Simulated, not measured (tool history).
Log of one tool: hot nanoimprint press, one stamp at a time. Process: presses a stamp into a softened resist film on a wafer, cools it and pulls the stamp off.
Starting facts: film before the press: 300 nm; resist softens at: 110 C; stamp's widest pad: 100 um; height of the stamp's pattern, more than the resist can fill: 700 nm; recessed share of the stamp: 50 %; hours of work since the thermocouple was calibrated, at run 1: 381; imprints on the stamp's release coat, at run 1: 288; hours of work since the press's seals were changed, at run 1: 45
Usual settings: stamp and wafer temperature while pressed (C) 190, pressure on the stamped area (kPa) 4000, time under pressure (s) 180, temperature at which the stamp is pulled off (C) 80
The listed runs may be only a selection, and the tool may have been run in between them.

run   hour  stamp and wafer temperature while pressed (C)  pressure on the stamped area (kPa)  time under pressure (s)  temperature at which the stamp is pulled off (C)  hours of work since the thermocouple was calibrated  imprints on the stamp's release coat  hours of work since the press's seals were changed  resist left under the stamp's widest pad (Å)  greatest force while the stamp is pulled off (N)
  1    0.0                                            190                                4000                      180                                                80                                                  381                                   288                                                  45                                          1392                                               173
  2    4.6                                            190                                4000                      180                                                80                                                  384                                   297                                                  48                                          1392                                               173
  3    9.2                                            190                                4000                      180                                                80                                                  387                                   306                                                  51                                          1392                                               174
  4   13.2                                            179                                4000                      180                                                80                                                  390                                   314                                                  53                                          1806                                               174
  5   18.9                                            190                                4000                      180                                                80                                                  393                                   325                                                  57                                          1392                                               171
  6   23.0                                            190                                4000                      236                                                80                                                  396                                   333                                                  60                                          1250                                               173
  7   28.3                                            190                                4000                      180                                                80                                                  400                                   344                                                  63                                          1391                                               178
  8   32.8                                            190                                4000                      180                                                80                                                  403                                   353                                                  66                                          1391                                               178
  9   40.7                                            190                                4000                      180                                                80                                                  408                                   369                                                  72                                          1389                                               178
 10   46.6                                            190                                4000                      180                                                80                                                  412                                   381                                                  76                                          1390                                               180
 11   51.5                                            182                                4000                      180                                                80                                                  415                                   391                                                  79                                          1683                                               178
 12   58.2                                            182                                4000                      180                                                80                                                  419                                   404                                                  83                                          1679                                               178
 13   66.0                                            190                                3480                      180                                                80                                                  425                                   419                                                  88                                          1471                                               179
 14   75.3                                            186                                4000                      180                                                80                                                  431                                   438                                                  95                                          1529                                               178
 15   79.3                                            197                                4000                      180                                                80                                                  434                                   446                                                  97                                          1180                                               178
 16   87.9                                            197                                4000                      180                                                80                                                  439                                   463                                                 103                                          1183                                               179
 17   94.2                                            179                                4000                      216                                                69                                                  443                                   476                                                 107                                          1699                                               225
 18   99.4                                            190                                3370                      180                                                80                                                  447                                   486                                                 111                                          1489                                               181
 19  103.7                                            188                                4000                      180                                                77                                                  450                                   495                                                 114                                          1458                                               194
 20  111.7                                            188                                4000                      180                                                77                                                  455                                   511                                                 119                                          1457                                               196
 21  117.7                                            194                                2980                      180                                                77                                                  459                                   523                                                 123                                          1432                                               195
 22  126.1                                            201                                4210                      292                                                80                                                  465                                   540                                                 128                                           855                                               182
 23  130.3                                            201                                2730                      292                                                75                                                  467                                   548                                                 131                                          1047                                               204
 24  135.9                                            197                                2730                      292                                                76                                                  471                                   559                                                 135                                          1147                                               197
 25  144.3                                            197                                2730                      292                                                76                                                  477                                   576                                                 141                                          1145                                               202
     156.6  -- stamp cleaned and given a new release coat
 26  158.7                                            178                                4000                      180                                                80                                                  482                                     4                                                 146                                          1842                                               160
 27  164.8                                            196                                3360                      224                                                68                                                  486                                    16                                                 150                                          1192                                               206
 28  171.5                                            196                                3360                      224                                                68                                                  491                                    29                                                 155                                          1192                                               205
 29  179.7                                            196                                3360                      224                                                68                                                  496                                    46                                                 160                                          1191                                               205
 30  188.4                                            190                                4000                      180                                                66                                                  502                                    63                                                 166                                          1389                                               211
 31  195.6                                            190                                4510                      309                                                66                                                  507                                    78                                                 171                                          1057                                               214

Forecast each of these 3 alternatives for the next run:
     204.5  -- plate thermocouple calibrated
  A  206.0                                            180                                4370                      197                                                66                                                    1                                    92                                                 176                                             ?                                                 ?
     204.5  -- plate thermocouple calibrated
  B  206.0                                            190                                4510                      246                                                66                                                    1                                    92                                                 176                                             ?                                                 ?
     204.5  -- plate thermocouple calibrated
  C  206.0                                            189                                4000                      158                                                82                                                    1                                    92                                                 176                                             ?                                                 ?

run  resist left under the stamp's widest pad (Å)  greatest force while the stamp is pulled off (N)
  A                                          1695                                               218
  B                                          1195                                               218
  C                                          1531                                               161
Without the tool's hidden state the same runs would have given:
run  resist left under the stamp's widest pad (Å)  greatest force while the stamp is pulled off (N)
  A                                          1686                                               212
  B                                          1187                                               212
  C                                          1522                                               157
